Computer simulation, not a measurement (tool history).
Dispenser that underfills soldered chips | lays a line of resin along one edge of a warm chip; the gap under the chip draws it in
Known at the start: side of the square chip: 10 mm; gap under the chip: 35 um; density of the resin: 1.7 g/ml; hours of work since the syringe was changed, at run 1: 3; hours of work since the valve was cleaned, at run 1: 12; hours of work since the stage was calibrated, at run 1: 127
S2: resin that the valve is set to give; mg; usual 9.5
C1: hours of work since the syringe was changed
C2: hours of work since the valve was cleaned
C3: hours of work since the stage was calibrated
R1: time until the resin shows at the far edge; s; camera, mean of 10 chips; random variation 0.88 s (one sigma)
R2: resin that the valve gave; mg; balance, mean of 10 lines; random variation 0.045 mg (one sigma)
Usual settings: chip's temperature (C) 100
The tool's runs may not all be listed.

Run 1, hour 0: usual settings; C1 3; C2 12; C3 127. Result: R1 99.4 s, R2 9.37 mg.
At hour 6.8: new syringe of resin.
Run 2, hour 16.6: usual settings but chip's temperature (C) 91; C1 7; C2 23; C3 138. Result: R1 158.5 s, R2 9.34 mg.
At hour 18.4: new syringe of resin.
Run 3, hour 24.2: usual settings but chip's temperature (C) 91, S2 8.25 mg; C1 4; C2 28; C3 143. Result: R1 145.5 s, R2 8.06 mg.
At hour 30.4: new syringe of resin.
Run 4, hour 35.1: usual settings but chip's temperature (C) 91, S2 8.25 mg; C1 3; C2 35; C3 151. Result: R1 137.4 s, R2 8.08 mg.
At hour 41.1: new syringe of resin.
Run 5, hour 43.7: usual settings but chip's temperature (C) 91, S2 10.08 mg; C1 2; C2 41; C3 156. Result: R1 120.6 s, R2 9.75 mg.
At hour 52.1: new syringe of resin.
Run 6, hour 59.3: usual settings but chip's temperature (C) 91, S2 10.08 mg; C1 5; C2 51; C3 167. Result: R1 144.2 s, R2 9.71 mg.
At hour 64: new syringe of resin.
Run 7, hour 70.3: usual settings but chip's temperature (C) 91, S2 10.08 mg; C1 4; C2 59; C3 174. Result: R1 141.4 s, R2 9.73 mg.
At hour 75.9: new syringe of resin.
Run 8, hour 83.1: usual settings but chip's temperature (C) 107; C1 5; C2 67; C3 183. Result: R1 92.5 s, R2 9.01 mg.
At hour 86.9: new syringe of resin.
Run 9, hour 96.7: usual settings but chip's temperature (C) 107; C1 7; C2 76; C3 192. Result: R1 105.4 s, R2 8.95 mg.
At hour 98.5: new syringe of resin.
Run 10, hour 107.4: usual settings but chip's temperature (C) 107; C1 6; C2 83; C3 199. Result: R1 99.1 s, R2 8.96 mg.
At hour 109.1: new syringe of resin.
At hour 120.3: new syringe of resin.
Run 11, hour 122.6: usual settings but chip's temperature (C) 107; C1 2; C2 93; C3 209. Result: R1 77.6 s, R2 8.91 mg.
At hour 131.7: new syringe of resin.
Run 12, hour 139.5: usual settings but chip's temperature (C) 107; C1 5; C2 105; C3 220. Result: R1 98.6 s, R2 8.77 mg.
At hour 143: new syringe of resin.
At hour 154.6: new syringe of resin.
Run 13, hour 155.3: usual settings but S2 8.5 mg; C1 1; C2 115; C3 230. Result: R1 91.6 s, R2 7.77 mg.
At hour 165.9: new syringe of resin.
Run 14, hour 171.9: usual settings but S2 11.82 mg; C1 4; C2 126; C3 242. Result: R1 107.3 s, R2 10.77 mg.
At hour 177: new syringe of resin.
Run 15, hour 186.3: usual settings but S2 10.36 mg; C1 6; C2 136; C3 251. Result: R1 124.9 s, R2 9.36 mg.
At hour 188.7: new syringe of resin.
At hour 196.7: dispensing valve cleaned and set on the balance.
At hour 201.2: new syringe of resin.
Run 16, hour 204: usual settings but S2 10.36 mg; C1 2; C2 5; C3 262. Result: R1 94.9 s, R2 10.41 mg.
At hour 212.7: new syringe of resin.
Run 17, hour 214.9: usual settings but S2 8.13 mg; C1 2; C2 12; C3 269. Result: R1 94.8 s, R2 8.06 mg.
Run 18, hour 222: usual settings but S2 8.13 mg; C1 6; C2 17; C3 274. Result: R1 126.2 s, R2 8.02 mg.
At hour 223.5: new syringe of resin.
Run 19, hour 229.1: usual settings but chip's temperature (C) 97, S2 8.83 mg; C1 4; C2 21; C3 279. Result: R1 118.7 s, R2 8.68 mg.
At hour 234.9: new syringe of resin.
Run 20, hour 244.5: usual settings but chip's temperature (C) 95, S2 9.72 mg; C1 7; C2 32; C3 289. Result: R1 145.8 s, R2 9.55 mg.
At hour 245.6: new syringe of resin.
At hour 256.4: new syringe of resin.
Run 21, hour 259.8: usual settings but chip's temperature (C) 115, S2 10.54 mg; C1 2; C2 42; C3 299. Result: R1 63.7 s, R2 10.26 mg.
At hour 268.4: new syringe of resin.
Run 22, hour 276.9: usual settings but chip's temperature (C) 106, S2 9.17 mg; C1 6; C2 53; C3 311. Result: R1 103.3 s, R2 8.82 mg.
At hour 279.6: new syringe of resin.
At hour 290.6: new syringe of resin.
Run 23, hour 293.6: usual settings but chip's temperature (C) 106, S2 11.3 mg; C1 2; C2 64; C3 322. Result: R1 80.1 s, R2 10.77 mg.
At hour 302.5: new syringe of resin.
Run 24, hour 303.2: usual settings but chip's temperature (C) 106, S2 11.3 mg; C1 0; C2 71; C3 328. Result: R1 75.5 s, R2 10.84 mg.
Run 25, hour 311.2: usual settings but chip's temperature (C) 110; C1 6; C2 76; C3 334. Result: R1 92.8 s, R2 9.05 mg.
At hour 313.2: new syringe of resin.
Run 26, hour 318.3: usual settings but chip's temperature (C) 110; C1 4; C2 81; C3 338. Result: R1 81.1 s, R2 9.01 mg.
At hour 324.2: new syringe of resin.
Run 27, hour 333.3: usual settings but chip's temperature (C) 105, S2 10.54 mg; C1 6; C2 91; C3 348. Result: R1 106.2 s, R2 9.89 mg.
At hour 335.2: new syringe of resin.
At hour 346.2: new syringe of resin.
Run 28, hour 347.3: usual settings but chip's temperature (C) 105, S2 10.54 mg; C1 1; C2 100; C3 357. Result: R1 79.8 s, R2 9.85 mg.
At hour 357.3: new syringe of resin.
Run 29, hour 362.9: usual settings but chip's temperature (C) 111, S2 9.66 mg; C1 4; C2 110; C3 368. Result: R1 80.1 s, R2 8.9 mg.
At hour 368.6: new syringe of resin.
Run 30, hour 378.3: usual settings but S2 11.45 mg; C1 7; C2 121; C3 378. Result: R1 125.1 s, R2 10.55 mg.
At hour 379.6: new syringe of resin.
Run 31, hour 388.6: usual settings but chip's temperature (C) 97, S2 10.83 mg; C1 6; C2 127; C3 385. Result: R1 135.8 s, R2 9.84 mg.
At hour 391.6: new syringe of resin.
At hour 402.6: new syringe of resin.
Run 32, hour 402.8: usual settings but chip's temperature (C) 93, S2 11.3 mg; C1 0; C2 137; C3 394. Result: R1 110.7 s, R2 10.14 mg.
At hour 411.7: dispensing valve cleaned and set on the balance.
Run 33, hour 413.2: usual settings but chip's temperature (C) 102, S2 11.62 mg; C1 7; C2 1; C3 401. Result: R1 119.8 s, R2 11.61 mg.
At hour 415.1: new syringe of resin.
Run 34, hour 421.5: usual settings but chip's temperature (C) 89, S2 10.11 mg; C1 4; C2 7; C3 406. Result: R1 157.8 s, R2 10.04 mg.
At hour 426.3: new syringe of resin.
Run 35, hour 434.8: usual settings but chip's temperature (C) 108, S2 8.55 mg; C1 6; C2 15; C3 415. Result: R1 99 s, R2 8.46 mg.

How the hidden state differs across the entries between the runs, from the last listed run before each to the first after it:
Between runs 1 and 2: new syringe of resin (hour 6.8)
  resin's viscosity, % of fresh resin's: 117.5 -> 143.6; dose that the valve gives, % of what is set: 98.91 -> 98.11; true chip temperature over the reading, C: -0.81 -> -0.86
  measured less the result without the state, R1: +17 -> +51.2 s; R2: -0.1 -> -0.18 mg
Between runs 2 and 3: new syringe of resin (hour 18.4)
  resin's viscosity, % of fresh resin's: 143.6 -> 124.5; dose that the valve gives, % of what is set: 98.11 -> 97.78; true chip temperature over the reading, C: -0.86 -> -0.88
  measured less the result without the state, R1: +51.2 -> +32.4 s; R2: -0.18 -> -0.18 mg
Between runs 3 and 4: new syringe of resin (hour 30.4)
  resin's viscosity, % of fresh resin's: 124.5 -> 118.2; dose that the valve gives, % of what is set: 97.78 -> 97.31; true chip temperature over the reading, C: -0.88 -> -0.92
  measured less the result without the state, R1: +32.4 -> +25.1 s; R2: -0.18 -> -0.22 mg
Between runs 4 and 5: new syringe of resin (hour 41.1)
  resin's viscosity, % of fresh resin's: 118.2 -> 108.2; dose that the valve gives, % of what is set: 97.31 -> 96.91; true chip temperature over the reading, C: -0.92 -> -0.95
  measured less the result without the state, R1: +25.1 -> +12.6 s; R2: -0.22 -> -0.31 mg
Between runs 5 and 6: new syringe of resin (hour 52.1)
  resin's viscosity, % of fresh resin's: 108.2 -> 129.2; dose that the valve gives, % of what is set: 96.91 -> 96.23; true chip temperature over the reading, C: -0.95 -> -1
  measured less the result without the state, R1: +12.6 -> +36.4 s; R2: -0.31 -> -0.38 mg
Between runs 6 and 7: new syringe of resin (hour 64)
  resin's viscosity, % of fresh resin's: 129.2 -> 125.3; dose that the valve gives, % of what is set: 96.23 -> 95.73; true chip temperature over the reading, C: -1 -> -1.03
  measured less the result without the state, R1: +36.4 -> +32.5 s; R2: -0.38 -> -0.44 mg
Between runs 7 and 8: new syringe of resin (hour 75.9)
  resin's viscosity, % of fresh resin's: 125.3 -> 130.8; dose that the valve gives, % of what is set: 95.73 -> 95.14; true chip temperature over the reading, C: -1.03 -> -1.07
  measured less the result without the state, R1: +32.5 -> +24.4 s; R2: -0.44 -> -0.46 mg
Between runs 8 and 9: new syringe of resin (hour 86.9)
  resin's viscosity, % of fresh resin's: 130.8 -> 145.8; dose that the valve gives, % of what is set: 95.14 -> 94.51; true chip temperature over the reading, C: -1.07 -> -1.12
  measured less the result without the state, R1: +24.4 -> +35.8 s; R2: -0.46 -> -0.52 mg
Between runs 9 and 10: new syringe of resin (hour 98.5)
  resin's viscosity, % of fresh resin's: 145.8 -> 140.9; dose that the valve gives, % of what is set: 94.51 -> 94.03; true chip temperature over the reading, C: -1.12 -> -1.16
  measured less the result without the state, R1: +35.8 -> +31.4 s; R2: -0.52 -> -0.57 mg
Between runs 10 and 11: new syringe of resin (hour 109.1); new syringe of resin (hour 120.3)
  resin's viscosity, % of fresh resin's: 140.9 -> 108.7; dose that the valve gives, % of what is set: 94.03 -> 93.31; true chip temperature over the reading, C: -1.16 -> -1.21
  measured less the result without the state, R1: +31.4 -> +9.3 s; R2: -0.57 -> -0.63 mg
Between runs 11 and 12: new syringe of resin (hour 131.7)
  resin's viscosity, % of fresh resin's: 108.7 -> 137.3; dose that the valve gives, % of what is set: 93.31 -> 92.53; true chip temperature over the reading, C: -1.21 -> -1.26
  measured less the result without the state, R1: +9.3 -> +30.1 s; R2: -0.63 -> -0.71 mg
Between runs 12 and 13: new syringe of resin (hour 143); new syringe of resin (hour 154.6)
  resin's viscosity, % of fresh resin's: 137.3 -> 103.4; dose that the valve gives, % of what is set: 92.53 -> 91.85; true chip temperature over the reading, C: -1.26 -> -1.31
  measured less the result without the state, R1: +30.1 -> +8.1 s; R2: -0.71 -> -0.69 mg
Between runs 13 and 14: new syringe of resin (hour 165.9)
  resin's viscosity, % of fresh resin's: 103.4 -> 125.4; dose that the valve gives, % of what is set: 91.85 -> 91.08; true chip temperature over the reading, C: -1.31 -> -1.37
  measured less the result without the state, R1: +8.1 -> +25.4 s; R2: -0.69 -> -1.05 mg
Between runs 14 and 15: new syringe of resin (hour 177)
  resin's viscosity, % of fresh resin's: 125.4 -> 145; dose that the valve gives, % of what is set: 91.08 -> 90.4; true chip temperature over the reading, C: -1.37 -> -1.42
  measured less the result without the state, R1: +25.4 -> +43.1 s; R2: -1.05 -> -1 mg
Between runs 15 and 16: new syringe of resin (hour 188.7); dispensing valve cleaned and set on the balance (hour 196.7); new syringe of resin (hour 201.2)
  resin's viscosity, % of fresh resin's: 145 -> 111.8; dose that the valve gives, % of what is set: 90.4 -> 99.74; true chip temperature over the reading, C: -1.42 -> -1.47
  measured less the result without the state, R1: +43.1 -> +13.7 s; R2: -1 -> -0.02 mg
Between runs 16 and 17: new syringe of resin (hour 212.7)
  resin's viscosity, % of fresh resin's: 111.8 -> 108.6; dose that the valve gives, % of what is set: 99.74 -> 99.22; true chip temperature over the reading, C: -1.47 -> -1.51
  measured less the result without the state, R1: +13.7 -> +11.6 s; R2: -0.02 -> -0.06 mg
Between runs 18 and 19: new syringe of resin (hour 223.5)
  resin's viscosity, % of fresh resin's: 141.5 -> 122.6; dose that the valve gives, % of what is set: 98.86 -> 98.54; true chip temperature over the reading, C: -1.53 -> -1.55
  measured less the result without the state, R1: +41.3 -> +26.4 s; R2: -0.09 -> -0.13 mg
Between runs 19 and 20: new syringe of resin (hour 234.9)
  resin's viscosity, % of fresh resin's: 122.6 -> 144.4; dose that the valve gives, % of what is set: 98.54 -> 97.83; true chip temperature over the reading, C: -1.55 -> -1.6
  measured less the result without the state, R1: +26.4 -> +49.7 s; R2: -0.13 -> -0.21 mg
Between runs 20 and 21: new syringe of resin (hour 245.6); new syringe of resin (hour 256.4)
  resin's viscosity, % of fresh resin's: 144.4 -> 113; dose that the valve gives, % of what is set: 97.83 -> 97.18; true chip temperature over the reading, C: -1.6 -> -1.65
  measured less the result without the state, R1: +49.7 -> +9.9 s; R2: -0.21 -> -0.29 mg
Between runs 21 and 22: new syringe of resin (hour 268.4)
  resin's viscosity, % of fresh resin's: 113 -> 137.6; dose that the valve gives, % of what is set: 97.18 -> 96.43; true chip temperature over the reading, C: -1.65 -> -1.71
  measured less the result without the state, R1: +9.9 -> +32.1 s; R2: -0.29 -> -0.33 mg
Between runs 22 and 23: new syringe of resin (hour 279.6); new syringe of resin (hour 290.6)
  resin's viscosity, % of fresh resin's: 137.6 -> 110.3; dose that the valve gives, % of what is set: 96.43 -> 95.65; true chip temperature over the reading, C: -1.71 -> -1.76
  measured less the result without the state, R1: +32.1 -> +11.2 s; R2: -0.33 -> -0.49 mg
Between runs 23 and 24: new syringe of resin (hour 302.5)
  resin's viscosity, % of fresh resin's: 110.3 -> 103.7; dose that the valve gives, % of what is set: 95.65 -> 95.2; true chip temperature over the reading, C: -1.76 -> -1.8
  measured less the result without the state, R1: +11.2 -> +6.5 s; R2: -0.49 -> -0.55 mg
Between runs 25 and 26: new syringe of resin (hour 313.2)
  resin's viscosity, % of fresh resin's: 140.6 -> 120.9; dose that the valve gives, % of what is set: 94.84 -> 94.52; true chip temperature over the reading, C: -1.82 -> -1.85
  measured less the result without the state, R1: +30.6 -> +17.9 s; R2: -0.49 -> -0.53 mg
Between runs 26 and 27: new syringe of resin (hour 324.2)
  resin's viscosity, % of fresh resin's: 120.9 -> 140; dose that the valve gives, % of what is set: 94.52 -> 93.87; true chip temperature over the reading, C: -1.85 -> -1.89
  measured less the result without the state, R1: +17.9 -> +34.8 s; R2: -0.53 -> -0.65 mg
Between runs 27 and 28: new syringe of resin (hour 335.2); new syringe of resin (hour 346.2)
  resin's viscosity, % of fresh resin's: 140 -> 105.4; dose that the valve gives, % of what is set: 93.87 -> 93.22; true chip temperature over the reading, C: -1.89 -> -1.94
  measured less the result without the state, R1: +34.8 -> +8.6 s; R2: -0.65 -> -0.72 mg
Between runs 28 and 29: new syringe of resin (hour 357.3)
  resin's viscosity, % of fresh resin's: 105.4 -> 123.1; dose that the valve gives, % of what is set: 93.22 -> 92.5; true chip temperature over the reading, C: -1.94 -> -1.99
  measured less the result without the state, R1: +8.6 -> +19.2 s; R2: -0.72 -> -0.72 mg
Between runs 29 and 30: new syringe of resin (hour 368.6)
  resin's viscosity, % of fresh resin's: 123.1 -> 142.8; dose that the valve gives, % of what is set: 92.5 -> 91.78; true chip temperature over the reading, C: -1.99 -> -2.04
  measured less the result without the state, R1: +19.2 -> +42.9 s; R2: -0.72 -> -0.94 mg
Between runs 30 and 31: new syringe of resin (hour 379.6)
  resin's viscosity, % of fresh resin's: 142.8 -> 139.6; dose that the valve gives, % of what is set: 91.78 -> 91.32; true chip temperature over the reading, C: -2.04 -> -2.07
  measured less the result without the state, R1: +42.9 -> +44.9 s; R2: -0.94 -> -0.93 mg
Between runs 31 and 32: new syringe of resin (hour 391.6); new syringe of resin (hour 402.6)
  resin's viscosity, % of fresh resin's: 139.6 -> 102.1; dose that the valve gives, % of what is set: 91.32 -> 90.66; true chip temperature over the reading, C: -2.07 -> -2.12
  measured less the result without the state, R1: +44.9 -> +9.7 s; R2: -0.93 -> -1.05 mg
Between runs 32 and 33: dispensing valve cleaned and set on the balance (hour 411.7)
  resin's viscosity, % of fresh resin's: 102.1 -> 145.9; dose that the valve gives, % of what is set: 90.66 -> 100.01; true chip temperature over the reading, C: -2.12 -> -2.15
  measured less the result without the state, R1: +9.7 -> +42.5 s; R2: -1.05 -> +0.01 mg
Between runs 33 and 34: new syringe of resin (hour 415.1)
  resin's viscosity, % of fresh resin's: 145.9 -> 128; dose that the valve gives, % of what is set: 100.01 -> 99.62; true chip temperature over the reading, C: -2.15 -> -2.18
  measured less the result without the state, R1: +42.5 -> +42.7 s; R2: +0.01 -> -0.04 mg
Between runs 34 and 35: new syringe of resin (hour 426.3)
  resin's viscosity, % of fresh resin's: 128 -> 137.2; dose that the valve gives, % of what is set: 99.62 -> 99; true chip temperature over the reading, C: -2.18 -> -2.23
  measured less the result without the state, R1: +42.7 -> +31.3 s; R2: -0.04 -> -0.08 mg
